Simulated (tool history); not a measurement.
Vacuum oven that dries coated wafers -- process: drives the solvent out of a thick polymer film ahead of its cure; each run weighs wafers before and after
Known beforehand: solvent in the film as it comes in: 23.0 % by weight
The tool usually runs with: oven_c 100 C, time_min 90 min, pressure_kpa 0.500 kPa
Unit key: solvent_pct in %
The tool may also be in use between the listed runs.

{"run": 1, "hour": 0.0, "oven_c": 100, "time_min": 90, "pressure_kpa": 0.5, "solvent_pct": 1.09}
{"run": 2, "hour": 12.5, "oven_c": 100, "time_min": 102, "pressure_kpa": 0.5, "solvent_pct": 0.81}
{"run": 3, "hour": 30.2, "oven_c": 100, "time_min": 90, "pressure_kpa": 0.436, "solvent_pct": 1.07}
{"run": 4, "hour": 47.0, "oven_c": 100, "time_min": 90, "pressure_kpa": 0.436, "solvent_pct": 1.1}
{"run": 5, "hour": 65.1, "oven_c": 100, "time_min": 56, "pressure_kpa": 0.5, "solvent_pct": 2.93}
{"run": 6, "hour": 80.3, "oven_c": 100, "time_min": 56, "pressure_kpa": 0.5, "solvent_pct": 2.91}
{"run": 7, "hour": 91.1, "oven_c": 100, "time_min": 56, "pressure_kpa": 0.5, "solvent_pct": 2.91}
{"run": 8, "hour": 106.8, "oven_c": 100, "time_min": 141, "pressure_kpa": 0.5, "solvent_pct": 0.49}
{"run": 9, "hour": 125.8, "oven_c": 100, "time_min": 104, "pressure_kpa": 0.5, "solvent_pct": 0.79}
{"run": 10, "hour": 137.9, "oven_c": 100, "time_min": 104, "pressure_kpa": 0.5, "solvent_pct": 0.79}
{"run": 11, "hour": 151.3, "oven_c": 100, "time_min": 104, "pressure_kpa": 0.5, "solvent_pct": 0.77}
{"run": 12, "hour": 161.8, "oven_c": 100, "time_min": 90, "pressure_kpa": 0.328, "solvent_pct": 1.01}
{"run": 13, "hour": 180.8, "oven_c": 100, "time_min": 90, "pressure_kpa": 0.5, "solvent_pct": 1.07}
{"run": 14, "hour": 198.2, "oven_c": 100, "time_min": 90, "pressure_kpa": 0.5, "solvent_pct": 1.11}
{"run": 15, "hour": 215.4, "oven_c": 85, "time_min": 90, "pressure_kpa": 0.5, "solvent_pct": 5.51}
{"run": 16, "hour": 226.9, "oven_c": 100, "time_min": 90, "pressure_kpa": 0.5, "solvent_pct": 1.1}
{"run": 17, "hour": 244.6, "oven_c": 100, "time_min": 90, "pressure_kpa": 1.771, "solvent_pct": 1.78}
{"run": 18, "hour": 261.1, "oven_c": 100, "time_min": 90, "pressure_kpa": 1.771, "solvent_pct": 1.78}
{"run": 19, "hour": 277.0, "oven_c": 91, "time_min": 107, "pressure_kpa": 0.451, "solvent_pct": 2.41}
{"run": 20, "hour": 294.5, "oven_c": 91, "time_min": 107, "pressure_kpa": 0.451, "solvent_pct": 2.38}
{"run": 21, "hour": 308.4, "oven_c": 100, "time_min": 90, "pressure_kpa": 0.365, "solvent_pct": 1.02}
{"run": 22, "hour": 322.0, "oven_c": 100, "time_min": 78, "pressure_kpa": 0.729, "solvent_pct": 1.6}
{"run": 23, "hour": 331.0, "oven_c": 112, "time_min": 81, "pressure_kpa": 0.844, "solvent_pct": 0.45}
{"run": 24, "hour": 351.3, "oven_c": 100, "time_min": 96, "pressure_kpa": 0.979, "solvent_pct": 1.23}
{"hour": 356.4, "done": "oven's thermocouples calibrated"}
{"run": 25, "hour": 364.2, "oven_c": 100, "time_min": 96, "pressure_kpa": 0.979, "solvent_pct": 1.3}
{"run": 26, "hour": 386.2, "oven_c": 85, "time_min": 85, "pressure_kpa": 0.5, "solvent_pct": 6.16}
{"run": 27, "hour": 406.0, "oven_c": 100, "time_min": 90, "pressure_kpa": 0.252, "solvent_pct": 1.08}
{"run": 28, "hour": 416.8, "oven_c": 113, "time_min": 90, "pressure_kpa": 0.252, "solvent_pct": 0.18}
{"run": 29, "hour": 425.7, "oven_c": 95, "time_min": 90, "pressure_kpa": 0.326, "solvent_pct": 2.19}
{"run": 30, "hour": 443.0, "oven_c": 95, "time_min": 118, "pressure_kpa": 0.333, "solvent_pct": 1.27}
{"run": 31, "hour": 455.5, "oven_c": 95, "time_min": 99, "pressure_kpa": 1.583, "solvent_pct": 2.62}
{"run": 32, "hour": 467.7, "oven_c": 95, "time_min": 123, "pressure_kpa": 0.675, "solvent_pct": 1.34}
{"run": 33, "hour": 486.7, "oven_c": 99, "time_min": 123, "pressure_kpa": 0.634, "solvent_pct": 0.79}

Alternative continuations, all from the tool just after run 33; predict every row:
{"run": "A", "hour": 506.9, "oven_c": 88, "time_min": 54, "pressure_kpa": 0.359, "solvent_pct": "?"}
{"run": "B", "hour": 506.9, "oven_c": 88, "time_min": 131, "pressure_kpa": 1.411, "solvent_pct": "?"}
{"run": "C", "hour": 506.9, "oven_c": 100, "time_min": 102, "pressure_kpa": 0.323, "solvent_pct": "?"}
{"run": "D", "hour": 506.9, "oven_c": 99, "time_min": 84, "pressure_kpa": 0.634, "solvent_pct": "?"}
{"run": "E", "hour": 506.9, "oven_c": 113, "time_min": 123, "pressure_kpa": 0.592, "solvent_pct": "?"}

run=A solvent_pct=7.89
run=B solvent_pct=3.31
run=C solvent_pct=0.85
run=D solvent_pct=1.67
run=E solvent_pct=0.28
Had the tool no hidden state, the same runs would have come out as:
run=A solvent_pct=7.79
run=B solvent_pct=3.18
run=C solvent_pct=0.76
run=D solvent_pct=1.59
run=E solvent_pct=0.23
